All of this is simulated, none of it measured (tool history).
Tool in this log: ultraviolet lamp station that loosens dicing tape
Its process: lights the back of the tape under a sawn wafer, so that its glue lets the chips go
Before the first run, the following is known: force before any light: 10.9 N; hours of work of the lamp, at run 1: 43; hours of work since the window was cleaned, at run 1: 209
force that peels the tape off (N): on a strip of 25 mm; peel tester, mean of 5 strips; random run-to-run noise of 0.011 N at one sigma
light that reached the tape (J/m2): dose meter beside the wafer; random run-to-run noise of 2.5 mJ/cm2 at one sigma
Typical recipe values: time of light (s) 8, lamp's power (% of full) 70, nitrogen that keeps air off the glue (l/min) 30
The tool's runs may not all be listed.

| run | day | time of light (s) | lamp's power (% of full) | nitrogen that keeps air off the glue (l/min) | hours of work of the lamp | hours of work since the window was cleaned | force that peels the tape off (N) | light that reached the tape (J/m2) |
|---|---|---|---|---|---|---|---|---|
| 1 | 0.000 | 8 | 70 | 30 | 43 | 209 | 0.494 | 3120 |
| 2 | 0.446 | 8 | 70 | 30 | 49 | 216 | 0.457 | 3100 |
| 3 | 0.667 | 8 | 70 | 18 | 53 | 219 | 0.669 | 3090 |
| 4 | 0.979 | 8 | 70 | 30 | 58 | 224 | 0.454 | 3100 |
| 5 | 1.267 | 8 | 70 | 30 | 62 | 229 | 0.461 | 3080 |
| 6 | 1.504 | 8 | 76 | 30 | 66 | 232 | 0.380 | 3360 |
|  | 1.821 | window cleaned of glue's vapour |
| 7 | 1.867 | 6 | 70 | 30 | 71 | 1 | 1.014 | 2330 |
| 8 | 2.367 | 6 | 70 | 30 | 79 | 8 | 0.989 | 2320 |
| 9 | 2.746 | 6 | 70 | 30 | 85 | 14 | 0.947 | 2290 |
| 10 | 3.175 | 8 | 70 | 22 | 92 | 21 | 0.595 | 3090 |
| 11 | 3.479 | 8 | 70 | 22 | 96 | 26 | 0.578 | 3040 |
| 12 | 3.808 | 8 | 70 | 30 | 102 | 31 | 0.478 | 3090 |
| 13 | 4.062 | 8 | 70 | 30 | 106 | 35 | 0.468 | 3120 |
| 14 | 4.512 | 6 | 61 | 29 | 113 | 42 | 1.301 | 2010 |
| 15 | 4.746 | 6 | 76 | 56 | 116 | 46 | 0.596 | 2500 |
| 16 | 5.100 | 13 | 89 | 16 | 122 | 51 | 0.108 | 6440 |
| 17 | 5.346 | 10 | 63 | 28 | 126 | 55 | 0.350 | 3460 |
| 18 | 5.642 | 10 | 63 | 28 | 130 | 60 | 0.349 | 3520 |
| 19 | 6.125 | 10 | 63 | 28 | 138 | 67 | 0.360 | 3460 |
| 20 | 6.400 | 4 | 94 | 30 | 142 | 71 | 1.208 | 2050 |
| 21 | 6.604 | 5 | 73 | 56 | 145 | 75 | 1.074 | 1990 |
| 22 | 6.808 | 5 | 78 | 35 | 148 | 78 | 1.068 | 2140 |
| 23 | 7.104 | 9 | 70 | 54 | 153 | 82 | 0.266 | 3480 |
| 24 | 7.588 | 8 | 72 | 16 | 160 | 90 | 0.624 | 3180 |
| 25 | 7.846 | 8 | 62 | 18 | 164 | 94 | 0.870 | 2760 |

Each row is a separate what-if for the run after 25, all from the same tool condition, not one after another. Results?
| A | 8.329 | 13 | 91 | 29 | 172 | 101 | ? | ? |
| B | 8.329 | 8 | 62 | 13 | 172 | 101 | ? | ? |
| C | 8.329 | 6 | 82 | 30 | 172 | 101 | ? | ? |
| D | 8.329 | 8 | 70 | 18 | 172 | 101 | ? | ? |
| E | 8.329 | 8 | 72 | 30 | 172 | 101 | ? | ? |

| run | force that peels the tape off (N) | light that reached the tape (J/m2) |
|---|---|---|
| A | 0.093 | 6580 |
| B | 1.096 | 2740 |
| C | 0.692 | 2710 |
| D | 0.658 | 3030 |
| E | 0.434 | 3200 |
Take away the tool's hidden state, keep each run's random variation, and the runs would have read:
| run | force that peels the tape off (N) | light that reached the tape (J/m2) |
|---|---|---|
| A | 0.093 | 6580 |
| B | 1.094 | 2740 |
| C | 0.691 | 2710 |
| D | 0.656 | 3040 |
| E | 0.433 | 3200 |
